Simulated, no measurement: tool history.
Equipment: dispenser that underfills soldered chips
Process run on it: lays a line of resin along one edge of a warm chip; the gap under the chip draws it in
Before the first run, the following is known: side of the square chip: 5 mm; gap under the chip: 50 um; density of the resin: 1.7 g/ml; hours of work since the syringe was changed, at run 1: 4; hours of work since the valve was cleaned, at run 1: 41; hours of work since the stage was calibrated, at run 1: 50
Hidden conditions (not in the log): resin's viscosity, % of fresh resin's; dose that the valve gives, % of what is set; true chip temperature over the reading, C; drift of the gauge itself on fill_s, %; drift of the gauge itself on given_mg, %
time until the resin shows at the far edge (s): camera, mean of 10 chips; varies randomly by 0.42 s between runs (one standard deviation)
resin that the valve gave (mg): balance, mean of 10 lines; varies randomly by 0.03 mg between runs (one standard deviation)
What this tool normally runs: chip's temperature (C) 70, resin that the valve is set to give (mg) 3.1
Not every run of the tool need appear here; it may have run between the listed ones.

| run | hour | chip's temperature (C) | resin that the valve is set to give (mg) | hours of work since the syringe was changed | hours of work since the valve was cleaned | hours of work since the stage was calibrated | time until the resin shows at the far edge (s) | resin that the valve gave (mg) |
|---|---|---|---|---|---|---|---|---|
| 1 | 0 | 70 | 3.1 | 4 | 41 | 50 | 33.1 | 2.93 |
|  | 9.9 | new syringe of resin |
| 2 | 12.9 | 70 | 3.1 | 2 | 50 | 60 | 32.5 | 3.02 |
|  | 24.5 | new syringe of resin |
| 3 | 25.7 | 70 | 3.1 | 1 | 59 | 69 | 30.3 | 2.93 |
| 4 | 37.6 | 70 | 3.35 | 10 | 68 | 78 | 41.1 | 3.17 |
|  | 39.2 | new syringe of resin |
|  | 42.7 | dispensing valve cleaned and set on the balance |
| 5 | 53.1 | 70 | 3.35 | 10 | 8 | 88 | 41 | 3.29 |
|  | 54.8 | new syringe of resin |
| 6 | 62.3 | 70 | 3.1 | 6 | 14 | 95 | 35.9 | 3.07 |
| 7 | 68.6 | 70 | 3.1 | 10 | 19 | 100 | 42.9 | 2.99 |
|  | 70.1 | new syringe of resin |
| 8 | 82.6 | 70 | 3.1 | 9 | 29 | 110 | 41.5 | 2.98 |
|  | 85.3 | new syringe of resin |
| 9 | 94.3 | 70 | 3.1 | 7 | 38 | 118 | 38.3 | 3 |
|  | 100.7 | new syringe of resin |
| 10 | 101.3 | 82 | 3.1 | 0 | 43 | 123 | 20.4 | 2.93 |
| 11 | 108.6 | 70 | 3.1 | 6 | 48 | 129 | 37.5 | 2.95 |
|  | 115.5 | new syringe of resin |
| 12 | 122.1 | 70 | 3.1 | 5 | 58 | 139 | 36.9 | 2.92 |
|  | 130.3 | new syringe of resin |
| 13 | 130.9 | 70 | 3.1 | 1 | 64 | 145 | 30.4 | 2.91 |
| 14 | 137 | 70 | 3.1 | 5 | 69 | 149 | 36.1 | 2.84 |
|  | 140.9 | dispensing valve cleaned and set on the balance |
|  | 146.1 | new syringe of resin |
| 15 | 146.9 | 70 | 3.1 | 1 | 4 | 156 | 30.5 | 3.09 |
| 16 | 154 | 79 | 3.1 | 6 | 10 | 161 | 26.6 | 3.07 |
|  | 161.5 | new syringe of resin |
| 17 | 167 | 79 | 3.1 | 4 | 19 | 171 | 25 | 3.07 |
|  | 176.8 | new syringe of resin |
| 18 | 181.9 | 66 | 3.28 | 4 | 30 | 181 | 39.5 | 3.19 |
|  | 192.2 | new syringe of resin |
| 19 | 195.2 | 59 | 2.65 | 2 | 39 | 191 | 52.6 | 2.58 |
| 20 | 202.8 | 65 | 3.7 | 8 | 45 | 197 | 46.7 | 3.51 |
|  | 207 | new syringe of resin |
| 21 | 215.1 | 56 | 3.56 | 6 | 54 | 206 | 62.9 | 3.38 |
|  | 222.1 | new syringe of resin |
| 22 | 228.6 | 56 | 3.56 | 5 | 64 | 216 | 60.3 | 3.3 |
|  | 236.6 | new syringe of resin |
|  | 239.6 | dispensing valve cleaned and set on the balance |
| 23 | 240.6 | 67 | 3.07 | 2 | 1 | 224 | 36.7 | 3.05 |
| 24 | 250.6 | 67 | 3.07 | 10 | 8 | 231 | 45.7 | 3.03 |
|  | 252.4 | new syringe of resin |
| 25 | 261.5 | 78 | 3.1 | 7 | 16 | 239 | 28.4 | 3.06 |
|  | 267 | new syringe of resin |
| 26 | 268 | 78 | 3.79 | 1 | 21 | 244 | 22.6 | 3.73 |
| 27 | 275.6 | 78 | 3.79 | 6 | 26 | 249 | 27.5 | 3.69 |
|  | 282 | new syringe of resin |
| 28 | 282.9 | 55 | 3.88 | 1 | 32 | 254 | 53.7 | 3.72 |
| 29 | 291.9 | 58 | 2.9 | 7 | 38 | 261 | 62.4 | 2.79 |
|  | 297.1 | new syringe of resin |
| 30 | 303.6 | 58 | 2.9 | 5 | 47 | 270 | 57.9 | 2.77 |
|  | 312.4 | new syringe of resin |
| 31 | 314.7 | 72 | 3.1 | 2 | 55 | 278 | 30.9 | 2.9 |
|  | 327 | new syringe of resin |
| 32 | 329 | 70 | 2.64 | 1 | 65 | 288 | 34 | 2.49 |
|  | 337.5 | dispensing valve cleaned and set on the balance |
|  | 343.2 | new syringe of resin |
| 33 | 344.8 | 76 | 3.1 | 1 | 5 | 299 | 26.4 | 3.11 |
| 34 | 355.4 | 56 | 3.1 | 9 | 13 | 307 | 71.7 | 3.12 |

Predict each of these 5 candidate next runs independently; none follows another, all start after run 34:
|  | 358.4 | new syringe of resin |
| A | 362.5 | 76 | 2.76 | 3 | 18 | 312 | ? | ? |
|  | 358.4 | new syringe of resin |
| B | 362.5 | 72 | 3.2 | 3 | 18 | 312 | ? | ? |
|  | 358.4 | new syringe of resin |
| C | 362.5 | 67 | 3.31 | 3 | 18 | 312 | ? | ? |
|  | 358.4 | new syringe of resin |
| D | 362.5 | 62 | 3.91 | 3 | 18 | 312 | ? | ? |
|  | 358.4 | new syringe of resin |
| E | 362.5 | 79 | 3.05 | 3 | 18 | 312 | ? | ? |

| run | time until the resin shows at the far edge (s) | resin that the valve gave (mg) |
|---|---|---|
| A | 28.2 | 2.68 |
| B | 31.7 | 3.13 |
| C | 38.3 | 3.25 |
| D | 44.9 | 3.87 |
| E | 25.3 | 3.05 |
Had the tool no hidden state, the same runs would have come out as:
| run | time until the resin shows at the far edge (s) | resin that the valve gave (mg) |
|---|---|---|
| A | 23.6 | 2.71 |
| B | 26.6 | 3.18 |
| C | 32.1 | 3.29 |
| D | 37.6 | 3.93 |
| E | 21.3 | 3.09 |

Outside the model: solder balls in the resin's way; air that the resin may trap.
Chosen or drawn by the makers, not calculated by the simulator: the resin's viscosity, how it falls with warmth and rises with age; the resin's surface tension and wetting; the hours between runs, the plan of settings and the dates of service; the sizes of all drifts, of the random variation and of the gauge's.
